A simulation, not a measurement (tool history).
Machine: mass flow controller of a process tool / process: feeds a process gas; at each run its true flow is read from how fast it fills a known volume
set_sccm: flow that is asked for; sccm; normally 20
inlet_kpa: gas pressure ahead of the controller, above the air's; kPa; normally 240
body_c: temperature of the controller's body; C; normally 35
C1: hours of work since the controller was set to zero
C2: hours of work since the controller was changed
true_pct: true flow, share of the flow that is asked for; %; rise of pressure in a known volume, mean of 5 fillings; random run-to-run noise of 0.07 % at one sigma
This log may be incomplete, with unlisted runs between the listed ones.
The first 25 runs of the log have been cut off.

run 26 day=58.129 | set_sccm=17 inlet_kpa=240 body_c=35 | C1=1036 C2=1036 | true_pct=96.92
run 27 day=59.817 | set_sccm=20 inlet_kpa=202 body_c=35 | C1=1053 C2=1053 | true_pct=97.12
run 28 day=61.954 | set_sccm=20 inlet_kpa=202 body_c=35 | C1=1075 C2=1075 | true_pct=97.06
run 29 day=64.183 | set_sccm=22 inlet_kpa=192 body_c=22 | C1=1098 C2=1098 | true_pct=98.48
run 30 day=66.433 | set_sccm=14 inlet_kpa=239 body_c=22 | C1=1122 C2=1122 | true_pct=97.87
run 31 day=67.988 | set_sccm=5 inlet_kpa=276 body_c=25 | C1=1138 C2=1138 | true_pct=95.72
run 32 day=70.104 | set_sccm=5 inlet_kpa=276 body_c=25 | C1=1159 C2=1159 | true_pct=95.53
run 33 day=72.938 | set_sccm=14 inlet_kpa=226 body_c=37 | C1=1189 C2=1189 | true_pct=96.25
-- day=73.25 controller's zero set anew
run 34 day=74.467 | set_sccm=8 inlet_kpa=240 body_c=24 | C1=13 C2=1204 | true_pct=96.1
run 35 day=76.012 | set_sccm=7 inlet_kpa=213 body_c=29 | C1=29 C2=1220 | true_pct=95.42
run 36 day=78.196 | set_sccm=32 inlet_kpa=246 body_c=38 | C1=51 C2=1243 | true_pct=97.12
-- day=80.679 controller's zero set anew, once more
run 37 day=80.833 | set_sccm=14 inlet_kpa=244 body_c=23 | C1=2 C2=1270 | true_pct=98.26
run 38 day=83.292 | set_sccm=14 inlet_kpa=244 body_c=23 | C1=27 C2=1295 | true_pct=98.2
run 39 day=85.9 | set_sccm=20 inlet_kpa=168 body_c=27 | C1=54 C2=1322 | true_pct=98.46
run 40 day=87.962 | set_sccm=18 inlet_kpa=221 body_c=39 | C1=75 C2=1343 | true_pct=96.92
run 41 day=89.638 | set_sccm=20 inlet_kpa=214 body_c=25 | C1=92 C2=1360 | true_pct=98.41
run 42 day=91.817 | set_sccm=20 inlet_kpa=214 body_c=25 | C1=115 C2=1383 | true_pct=98.19
run 43 day=94.65 | set_sccm=36 inlet_kpa=151 body_c=29 | C1=144 C2=1412 | true_pct=99.07
run 44 day=97.183 | set_sccm=36 inlet_kpa=151 body_c=29 | C1=170 C2=1438 | true_pct=98.88
run 45 day=100.158 | set_sccm=20 inlet_kpa=194 body_c=33 | C1=201 C2=1469 | true_pct=97.65
run 46 day=101.95 | set_sccm=20 inlet_kpa=194 body_c=33 | C1=219 C2=1487 | true_pct=97.66
run 47 day=104.754 | set_sccm=20 inlet_kpa=170 body_c=22 | C1=248 C2=1516 | true_pct=98.84
run 48 day=107.567 | set_sccm=8 inlet_kpa=248 body_c=22 | C1=277 C2=1545 | true_pct=97.66
run 49 day=110.096 | set_sccm=34 inlet_kpa=174 body_c=34 | C1=303 C2=1571 | true_pct=98.32

Here are 3 independent what-if runs from the current tool condition. What would each one return?
run A day=112.812 | set_sccm=20 inlet_kpa=240 body_c=31 | C1=331 C2=1599 | true_pct=?
run B day=112.812 | set_sccm=47 inlet_kpa=238 body_c=28 | C1=331 C2=1599 | true_pct=?
run C day=112.812 | set_sccm=47 inlet_kpa=186 body_c=28 | C1=331 C2=1599 | true_pct=?

run=A true_pct=97.62
run=B true_pct=99.01
run=C true_pct=99.36
What these runs would have given with no unlogged condition in the tool:
run=A true_pct=98.02
run=B true_pct=99.31
run=C true_pct=99.66
